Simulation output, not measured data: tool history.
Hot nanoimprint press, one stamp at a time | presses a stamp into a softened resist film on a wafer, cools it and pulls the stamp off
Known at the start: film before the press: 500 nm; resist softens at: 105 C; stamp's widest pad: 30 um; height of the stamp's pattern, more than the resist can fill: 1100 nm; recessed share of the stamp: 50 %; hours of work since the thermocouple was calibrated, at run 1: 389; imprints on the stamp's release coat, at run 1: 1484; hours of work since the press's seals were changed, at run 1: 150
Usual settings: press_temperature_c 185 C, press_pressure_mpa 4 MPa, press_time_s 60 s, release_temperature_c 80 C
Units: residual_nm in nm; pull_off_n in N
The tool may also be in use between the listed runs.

| run | day | press_temperature_c | press_pressure_mpa | press_time_s | release_temperature_c | hours of work since the thermocouple was calibrated | imprints on the stamp's release coat | hours of work since the press's seals were changed | residual_nm | pull_off_n |
|---|---|---|---|---|---|---|---|---|---|---|
| 1 | 0 | 185 | 4 | 60 | 80 | 389 | 1484 | 150 | 247 | 312 |
| 2 | 0.846 | 185 | 4 | 60 | 80 | 403 | 1583 | 164 | 246.8 | 326 |
| 3 | 1.458 | 183 | 4 | 60 | 80 | 413 | 1655 | 174 | 260.9 | 333 |
|  | 1.65 | plate thermocouple calibrated |
| 4 | 2.338 | 183 | 4 | 41 | 80 | 11 | 1743 | 187 | 304.4 | 338 |
| 5 | 2.929 | 183 | 4 | 41 | 80 | 21 | 1813 | 197 | 302.3 | 344 |
| 6 | 3.817 | 176 | 4 | 41 | 80 | 36 | 1917 | 211 | 359.3 | 360 |
| 7 | 4.462 | 185 | 4.71 | 60 | 80 | 47 | 1993 | 222 | 235.6 | 363 |
| 8 | 5.046 | 185 | 4.71 | 60 | 80 | 56 | 2061 | 232 | 235.5 | 364 |
| 9 | 5.454 | 185 | 4.71 | 60 | 80 | 63 | 2109 | 238 | 235.5 | 373 |
| 10 | 6.138 | 185 | 4.71 | 60 | 80 | 74 | 2189 | 250 | 235.3 | 378 |
|  | 6.983 | stamp cleaned and given a new release coat |
| 11 | 7.079 | 185 | 4.71 | 60 | 80 | 86 | 11 | 261 | 234.9 | 210 |
| 12 | 7.875 | 185 | 4.71 | 60 | 80 | 99 | 105 | 274 | 234.9 | 228 |
| 13 | 8.525 | 185 | 4.71 | 60 | 80 | 110 | 181 | 285 | 233.7 | 216 |
| 14 | 9.117 | 185 | 4.71 | 60 | 80 | 120 | 250 | 295 | 234.6 | 226 |
| 15 | 9.562 | 188 | 4 | 60 | 80 | 127 | 303 | 302 | 229.4 | 229 |
| 16 | 10.167 | 185 | 4.53 | 60 | 80 | 137 | 374 | 313 | 238.8 | 227 |
| 17 | 10.692 | 185 | 4.53 | 60 | 80 | 146 | 435 | 321 | 238.2 | 226 |
| 18 | 11.275 | 185 | 4.78 | 94 | 80 | 156 | 504 | 331 | 195.4 | 243 |

Forecast run 19:
| 19 | 11.875 | 176 | 5.02 | 30 | 67 | 166 | 574 | 341 | ? | ? |

residual_nm: 362.5 nm
pull_off_n: 274 N
Without the tool's hidden state the same run would have given residual_nm 362.9 nm, pull_off_n 229 N.

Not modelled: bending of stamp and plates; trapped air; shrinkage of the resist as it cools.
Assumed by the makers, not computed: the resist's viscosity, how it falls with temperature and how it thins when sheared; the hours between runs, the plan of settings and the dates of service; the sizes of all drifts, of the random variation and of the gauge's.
